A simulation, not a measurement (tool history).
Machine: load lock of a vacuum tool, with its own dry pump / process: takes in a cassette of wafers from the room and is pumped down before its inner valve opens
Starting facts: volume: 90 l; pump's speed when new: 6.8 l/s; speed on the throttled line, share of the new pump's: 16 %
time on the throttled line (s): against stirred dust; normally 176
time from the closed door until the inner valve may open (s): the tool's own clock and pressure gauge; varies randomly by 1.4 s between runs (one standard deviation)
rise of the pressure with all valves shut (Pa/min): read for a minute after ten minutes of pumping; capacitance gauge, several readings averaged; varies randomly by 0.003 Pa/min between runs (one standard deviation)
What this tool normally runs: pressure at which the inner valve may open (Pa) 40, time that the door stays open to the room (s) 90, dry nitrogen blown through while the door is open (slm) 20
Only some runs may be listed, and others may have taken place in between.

run	day	time on the throttled line (s)	pressure at which the inner valve may open (Pa)	time that the door stays open to the room (s)	dry nitrogen blown through while the door is open (slm)	incoming humidity of the room's air, %	time from the closed door until the inner valve may open (s)	rise of the pressure with all valves shut (Pa/min)
1	0.000	176	40	90	20	44.1	253.2	0.021
2	11.258	176	40	90	20	45.2	251.1	0.022
# day 15.812: door's seal changed, seat wiped
3	28.012	176	65	90	20	44.2	245.7	0.018
4	38.608	176	40	90	6	47.7	252.0	0.027
5	51.558	181	40	90	20	44.9	255.2	0.014
6	58.675	181	40	90	20	43.6	255.8	0.016
7	69.217	181	40	90	20	47.0	256.7	0.016
8	80.517	181	40	90	20	47.4	253.1	0.018
9	89.829	181	40	90	20	43.7	255.3	0.012
10	100.692	176	40	90	20	46.6	250.4	0.016
11	110.958	176	40	90	20	43.3	253.3	0.017
12	119.738	176	40	90	20	45.1	252.5	0.016
13	133.475	176	40	90	8	46.6	254.3	0.025
14	142.175	176	40	90	34	47.2	251.9	0.010
15	158.200	176	40	90	34	45.7	251.5	0.011
16	171.754	176	40	90	34	47.9	250.1	0.012
17	181.208	176	40	90	34	44.4	250.1	0.015
18	189.342	176	40	90	34	48.7	251.2	0.016
19	197.288	176	40	90	34	44.5	251.0	0.013
20	208.188	137	40	27	17	44.0	219.4	0.017
21	221.333	137	40	27	17	44.7	219.1	0.013
22	229.896	176	40	90	4	44.7	250.7	0.026
23	239.342	189	33	113	4	45.6	266.2	0.034
24	249.479	189	33	113	4	44.0	266.9	0.032
25	258.371	189	33	197	18	44.4	266.5	0.024
26	275.150	189	33	197	18	46.3	266.6	0.027
27	286.338	187	41	197	7	44.2	258.1	0.038
28	295.508	187	41	197	7	49.7	258.7	0.040
29	307.521	187	41	197	7	46.6	261.5	0.035
30	320.500	187	41	197	7	44.9	260.7	0.036
# day 334.950: dry pump taken out, an overhauled one fitted
31	337.654	92	39	197	7	45.3	180.8	0.039
32	347.596	92	39	197	7	45.0	182.6	0.040
33	356.096	176	53	90	14	45.3	246.8	0.021
34	371.892	321	40	46	8	41.6	373.9	0.019
35	380.325	321	40	46	8	41.6	374.7	0.022
36	392.908	199	60	87	7	48.2	265.5	0.033
37	402.500	199	60	87	7	41.1	266.7	0.023

What if the next run were any one of these 3? Each begins from the tool's condition after run 37:
A	418.225	235	73	90	20	44.6	?	?
B	418.225	189	60	87	6	44.2	?	?
C	418.225	199	45	34	20	41.1	?	?

run	time from the closed door until the inner valve may open (s)	rise of the pressure with all valves shut (Pa/min)
A	297.1	0.020
B	257.4	0.031
C	270.9	0.013
What these runs would have given with no unlogged condition in the tool:
run	time from the closed door until the inner valve may open (s)	rise of the pressure with all valves shut (Pa/min)
A	297.1	0.019
B	257.4	0.030
C	270.9	0.013
